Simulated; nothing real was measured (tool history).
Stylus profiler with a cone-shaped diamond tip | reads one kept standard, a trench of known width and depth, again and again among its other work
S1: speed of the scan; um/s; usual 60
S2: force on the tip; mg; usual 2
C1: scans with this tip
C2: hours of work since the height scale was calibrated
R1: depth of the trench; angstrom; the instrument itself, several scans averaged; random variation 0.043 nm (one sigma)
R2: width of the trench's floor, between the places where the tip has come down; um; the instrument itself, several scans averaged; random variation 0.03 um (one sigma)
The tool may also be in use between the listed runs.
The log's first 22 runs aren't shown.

run   hour   S1    S2    C1   C2      R1     R2
 23  698.2   56  1.01  7593  760  2018.7   47.7
 24    723   56  5.52  7732  774    2060  47.89
 25  745.2  105  3.84  7857  787  2046.5  47.71
 26  765.1   53   4.3  7969  798  2050.3  47.87
 27  790.2  166   0.7  8110  812  2014.4  46.97
 28  811.6   43  1.29  8230  824  2022.2  47.82
 29    854   43  1.29  8469  848  2022.4  47.81
 30  876.1   40  2.15  8593  860  2032.1  47.85
 31  909.3   40  2.15  8780  879  2031.8   47.9
 32  953.1   40  2.15  9026  904  2031.6  47.88

The next listed run, before its measurement:
 33  971.5  15  3.09  9129  914   ?   ?

{"run 33": {"R1": 2040.5, "R2": 48}}
Without the tool's hidden state the same run would have given R1 2040.6 angstrom, R2 48.01 um.

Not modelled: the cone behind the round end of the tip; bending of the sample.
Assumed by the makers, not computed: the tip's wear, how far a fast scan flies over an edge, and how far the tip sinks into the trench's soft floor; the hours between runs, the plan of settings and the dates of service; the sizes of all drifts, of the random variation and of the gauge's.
